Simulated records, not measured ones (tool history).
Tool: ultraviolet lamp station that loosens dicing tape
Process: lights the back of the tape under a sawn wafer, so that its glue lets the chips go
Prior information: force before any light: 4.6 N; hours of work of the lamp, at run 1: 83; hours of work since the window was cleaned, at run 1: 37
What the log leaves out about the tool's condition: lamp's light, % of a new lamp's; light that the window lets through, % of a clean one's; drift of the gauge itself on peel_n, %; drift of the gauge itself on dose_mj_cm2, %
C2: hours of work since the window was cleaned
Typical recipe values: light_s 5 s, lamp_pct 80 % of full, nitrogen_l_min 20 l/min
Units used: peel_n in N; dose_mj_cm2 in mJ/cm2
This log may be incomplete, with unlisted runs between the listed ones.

Run 1, hour 0.0: usual settings; hours of work of the lamp 83; C2 37. Result: peel_n 0.298 N, dose_mj_cm2 205 mJ/cm2.
Run 2, hour 9.1: usual settings; hours of work of the lamp 89; C2 42. Result: peel_n 0.308 N, dose_mj_cm2 204 mJ/cm2.
Run 3, hour 17.6: usual settings but lamp_pct 63 % of full; hours of work of the lamp 94; C2 47. Result: peel_n 0.513 N, dose_mj_cm2 157 mJ/cm2.
Run 4, hour 24.4: usual settings; hours of work of the lamp 98; C2 51. Result: peel_n 0.313 N, dose_mj_cm2 202 mJ/cm2.
Run 5, hour 37.8: usual settings but lamp_pct 73 % of full; hours of work of the lamp 106; C2 59. Result: peel_n 0.359 N, dose_mj_cm2 183 mJ/cm2.
Run 6, hour 44.1: usual settings but lamp_pct 91 % of full; hours of work of the lamp 109; C2 63. Result: peel_n 0.229 N, dose_mj_cm2 228 mJ/cm2.
Run 7, hour 54.9: usual settings but lamp_pct 91 % of full; hours of work of the lamp 116; C2 69. Result: peel_n 0.227 N, dose_mj_cm2 225 mJ/cm2.
Run 8, hour 66.0: usual settings but lamp_pct 91 % of full; hours of work of the lamp 122; C2 76. Result: peel_n 0.240 N, dose_mj_cm2 223 mJ/cm2.
At hour 67.0: window cleaned of glue's vapour.
Run 9, hour 78.0: usual settings but lamp_pct 91 % of full; hours of work of the lamp 129; C2 6. Result: peel_n 0.237 N, dose_mj_cm2 226 mJ/cm2.
Run 10, hour 91.0: usual settings but nitrogen_l_min 6 l/min; hours of work of the lamp 137; C2 14. Result: peel_n 0.649 N, dose_mj_cm2 193 mJ/cm2.
Run 11, hour 101.5: usual settings but lamp_pct 68 % of full; hours of work of the lamp 143; C2 20. Result: peel_n 0.464 N, dose_mj_cm2 166 mJ/cm2.
Run 12, hour 108.2: usual settings but light_s 3 s; hours of work of the lamp 147; C2 24. Result: peel_n 0.891 N, dose_mj_cm2 116 mJ/cm2.
At hour 118.4: window cleaned of glue's vapour, once more.
Run 13, hour 121.2: usual settings but light_s 3 s; hours of work of the lamp 154; C2 2. Result: peel_n 0.846 N, dose_mj_cm2 120 mJ/cm2.
Run 14, hour 133.6: usual settings but light_s 3 s; hours of work of the lamp 162; C2 9. Result: peel_n 0.842 N, dose_mj_cm2 121 mJ/cm2.
Run 15, hour 140.8: usual settings but light_s 2 s, nitrogen_l_min 22 l/min; hours of work of the lamp 166; C2 13. Result: peel_n 1.408 N, dose_mj_cm2 80 mJ/cm2.
Run 16, hour 153.7: usual settings but light_s 2 s, lamp_pct 68 % of full, nitrogen_l_min 22 l/min; hours of work of the lamp 173; C2 21. Result: peel_n 1.647 N, dose_mj_cm2 68 mJ/cm2.
Run 17, hour 161.5: usual settings but lamp_pct 64 % of full, nitrogen_l_min 12 l/min; hours of work of the lamp 178; C2 25. Result: peel_n 0.656 N, dose_mj_cm2 160 mJ/cm2.
Run 18, hour 173.3: usual settings but lamp_pct 64 % of full, nitrogen_l_min 12 l/min; hours of work of the lamp 185; C2 32. Result: peel_n 0.661 N, dose_mj_cm2 159 mJ/cm2.
Run 19, hour 185.2: usual settings but lamp_pct 64 % of full, nitrogen_l_min 12 l/min; hours of work of the lamp 192; C2 39. Result: peel_n 0.655 N, dose_mj_cm2 160 mJ/cm2.
Run 20, hour 194.3: usual settings but light_s 7 s, lamp_pct 64 % of full, nitrogen_l_min 7 l/min; hours of work of the lamp 197; C2 45. Result: peel_n 0.476 N, dose_mj_cm2 222 mJ/cm2.
Run 21, hour 199.8: usual settings but light_s 7 s, lamp_pct 64 % of full, nitrogen_l_min 7 l/min; hours of work of the lamp 201; C2 48. Result: peel_n 0.488 N, dose_mj_cm2 219 mJ/cm2.
Run 22, hour 210.1: usual settings but light_s 8 s, nitrogen_l_min 12 l/min; hours of work of the lamp 207; C2 54. Result: peel_n 0.160 N, dose_mj_cm2 319 mJ/cm2.
Run 23, hour 218.1: usual settings but light_s 8 s, nitrogen_l_min 12 l/min; hours of work of the lamp 211; C2 59. Result: peel_n 0.138 N, dose_mj_cm2 315 mJ/cm2.

Branching from run 23: 5 alternative next runs. What would each branch give?
Run A, hour 226.5: usual settings but light_s 3 s, lamp_pct 92 % of full, nitrogen_l_min 10 l/min; hours of work of the lamp 216; C2 64. Result: peel_n ?, dose_mj_cm2 ?.
Run B, hour 226.5: usual settings but light_s 8 s, lamp_pct 82 % of full, nitrogen_l_min 12 l/min; hours of work of the lamp 216; C2 64. Result: peel_n ?, dose_mj_cm2 ?.
Run C, hour 226.5: usual settings but light_s 8 s, lamp_pct 98 % of full, nitrogen_l_min 38 l/min; hours of work of the lamp 216; C2 64. Result: peel_n ?, dose_mj_cm2 ?.
Run D, hour 226.5: usual settings but light_s 2 s, lamp_pct 71 % of full, nitrogen_l_min 8 l/min; hours of work of the lamp 216; C2 64. Result: peel_n ?, dose_mj_cm2 ?.
Run E, hour 226.5: usual settings but light_s 6 s, lamp_pct 95 % of full, nitrogen_l_min 11 l/min; hours of work of the lamp 216; C2 64. Result: peel_n ?, dose_mj_cm2 ?.

run  peel_n  dose_mj_cm2
  A   0.954          136
  B   0.148          321
  C   0.075          390
  D   2.139           73
  E   0.215          277
Without the tool's unlogged condition, the same runs would have read:
run  peel_n  dose_mj_cm2
  A   0.868          144
  B   0.131          342
  C   0.073          414
  D   2.040           77
  E   0.187          295

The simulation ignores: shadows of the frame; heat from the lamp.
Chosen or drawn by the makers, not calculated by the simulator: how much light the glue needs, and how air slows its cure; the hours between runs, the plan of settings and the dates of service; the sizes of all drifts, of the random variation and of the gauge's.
